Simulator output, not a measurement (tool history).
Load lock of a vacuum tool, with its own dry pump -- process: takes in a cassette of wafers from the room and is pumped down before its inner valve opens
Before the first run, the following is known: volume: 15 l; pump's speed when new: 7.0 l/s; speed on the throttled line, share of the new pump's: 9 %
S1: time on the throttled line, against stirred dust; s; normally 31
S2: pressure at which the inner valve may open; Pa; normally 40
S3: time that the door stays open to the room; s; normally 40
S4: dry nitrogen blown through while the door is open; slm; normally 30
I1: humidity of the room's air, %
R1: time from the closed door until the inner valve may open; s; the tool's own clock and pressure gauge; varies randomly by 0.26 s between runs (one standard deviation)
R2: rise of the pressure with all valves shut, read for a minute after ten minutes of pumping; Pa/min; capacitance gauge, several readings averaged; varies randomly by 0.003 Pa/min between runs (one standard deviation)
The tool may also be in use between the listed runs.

run,hour,S1,S2,S3,S4,I1,R1,R2
1,0.0,31,40,40,30,46.8,45.8,0.044
2,104.2,31,40,40,30,47.4,45.6,0.050
3,161.2,31,40,40,30,43.8,46.0,0.045
4,231.2,31,40,40,30,46.3,45.9,0.042
5,289.5,31,54,40,30,44.6,44.8,0.049
6,399.2,31,54,40,30,45.2,45.1,0.044
7,499.4,31,40,40,20,44.3,45.8,0.054
8,617.3,32,40,50,12,43.4,46.6,0.069
9,740.8,52,61,40,7,45.9,64.6,0.082
10,842.1,52,49,40,8,43.4,64.6,0.071

Expected results for the next run?
11,967.7,62,40,40,30,46.1,?,?

{"run 11": {"R1": 74.3, "R2": 0.051}}
Minus the tool's unlogged condition, the same run would have read R1 73.6 s, R2 0.028 Pa/min.
